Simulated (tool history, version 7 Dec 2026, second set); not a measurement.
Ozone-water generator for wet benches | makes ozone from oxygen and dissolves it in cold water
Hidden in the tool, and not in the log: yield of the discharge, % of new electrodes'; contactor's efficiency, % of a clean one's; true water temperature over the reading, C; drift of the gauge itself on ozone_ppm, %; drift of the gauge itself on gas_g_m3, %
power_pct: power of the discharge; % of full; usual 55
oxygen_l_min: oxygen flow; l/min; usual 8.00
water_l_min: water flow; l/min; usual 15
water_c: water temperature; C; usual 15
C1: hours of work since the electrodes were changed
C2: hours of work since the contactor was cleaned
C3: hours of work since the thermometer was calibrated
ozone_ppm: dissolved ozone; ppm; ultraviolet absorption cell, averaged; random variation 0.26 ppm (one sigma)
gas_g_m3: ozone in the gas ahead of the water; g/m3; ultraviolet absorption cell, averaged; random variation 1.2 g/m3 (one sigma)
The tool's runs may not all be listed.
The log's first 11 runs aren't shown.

run 12 hour=898.1 | power_pct=55 oxygen_l_min=8.00 water_l_min=15 water_c=15 | C1=1260 C2=3918 C3=118 | ozone_ppm=39.8 gas_g_m3=223.5
run 13 hour=969.8 | power_pct=55 oxygen_l_min=8.00 water_l_min=15 water_c=15 | C1=1320 C2=3978 C3=178 | ozone_ppm=39.9 gas_g_m3=220.5
run 14 hour=1043.1 | power_pct=55 oxygen_l_min=8.00 water_l_min=15 water_c=15 | C1=1381 C2=4039 C3=239 | ozone_ppm=40.0 gas_g_m3=220.8
run 15 hour=1128.0 | power_pct=92 oxygen_l_min=8.00 water_l_min=15 water_c=15 | C1=1452 C2=4110 C3=310 | ozone_ppm=62.9 gas_g_m3=347.2
run 16 hour=1177.2 | power_pct=92 oxygen_l_min=8.00 water_l_min=15 water_c=15 | C1=1493 C2=4151 C3=351 | ozone_ppm=62.3 gas_g_m3=342.9
run 17 hour=1256.8 | power_pct=92 oxygen_l_min=8.00 water_l_min=10 water_c=11 | C1=1559 C2=4217 C3=418 | ozone_ppm=84.5 gas_g_m3=344.7
run 18 hour=1305.9 | power_pct=55 oxygen_l_min=13.18 water_l_min=15 water_c=10 | C1=1600 C2=4258 C3=459 | ozone_ppm=45.6 gas_g_m3=189.2
run 19 hour=1397.7 | power_pct=48 oxygen_l_min=6.53 water_l_min=15 water_c=15 | C1=1677 C2=4335 C3=535 | ozone_ppm=34.8 gas_g_m3=208.0
run 20 hour=1458.3 | power_pct=50 oxygen_l_min=6.53 water_l_min=12 water_c=9 | C1=1728 C2=4386 C3=586 | ozone_ppm=46.2 gas_g_m3=216.2
run 21 hour=1521.4 | power_pct=55 oxygen_l_min=4.46 water_l_min=15 water_c=21 | C1=1780 C2=4438 C3=639 | ozone_ppm=33.2 gas_g_m3=263.5
run 22 hour=1575.1 | power_pct=55 oxygen_l_min=4.46 water_l_min=15 water_c=21 | C1=1825 C2=4483 C3=684 | ozone_ppm=33.1 gas_g_m3=263.4
run 23 hour=1678.4 | power_pct=55 oxygen_l_min=8.32 water_l_min=15 water_c=21 | C1=1912 C2=4570 C3=770 | ozone_ppm=35.8 gas_g_m3=216.6
run 24 hour=1732.8 | power_pct=65 oxygen_l_min=6.70 water_l_min=12 water_c=16 | C1=1957 C2=4615 C3=815 | ozone_ppm=50.8 gas_g_m3=267.8
run 25 hour=1802.5 | power_pct=65 oxygen_l_min=6.70 water_l_min=12 water_c=16 | C1=2015 C2=4673 C3=874 | ozone_ppm=51.0 gas_g_m3=271.3
run 26 hour=1860.4 | power_pct=55 oxygen_l_min=8.00 water_l_min=11 water_c=16 | C1=2064 C2=4722 C3=922 | ozone_ppm=46.0 gas_g_m3=220.8
run 27 hour=1909.6 | power_pct=55 oxygen_l_min=4.27 water_l_min=11 water_c=19 | C1=2105 C2=4763 C3=963 | ozone_ppm=42.0 gas_g_m3=267.2
run 28 hour=2004.1 | power_pct=67 oxygen_l_min=8.00 water_l_min=17 water_c=12 | C1=2184 C2=4842 C3=1042 | ozone_ppm=45.7 gas_g_m3=261.6
run 29 hour=2098.9 | power_pct=44 oxygen_l_min=4.47 water_l_min=17 water_c=15 | C1=2263 C2=4921 C3=1121 | ozone_ppm=26.9 gas_g_m3=217.9
run 30 hour=2167.5 | power_pct=44 oxygen_l_min=4.47 water_l_min=17 water_c=15 | C1=2320 C2=4978 C3=1178 | ozone_ppm=27.1 gas_g_m3=219.9

Run 31 comes next. What will it give?
run 31 hour=2224.6 | power_pct=55 oxygen_l_min=8.00 water_l_min=21 water_c=10 | C1=2368 C2=5026 C3=1226 | ozone_ppm=? gas_g_m3=?

ozone_ppm: 34.7 ppm
gas_g_m3: 221.9 g/m3
Without the tool's hidden state the same run would have given ozone_ppm 34.7 ppm, gas_g_m3 222.0 g/m3.

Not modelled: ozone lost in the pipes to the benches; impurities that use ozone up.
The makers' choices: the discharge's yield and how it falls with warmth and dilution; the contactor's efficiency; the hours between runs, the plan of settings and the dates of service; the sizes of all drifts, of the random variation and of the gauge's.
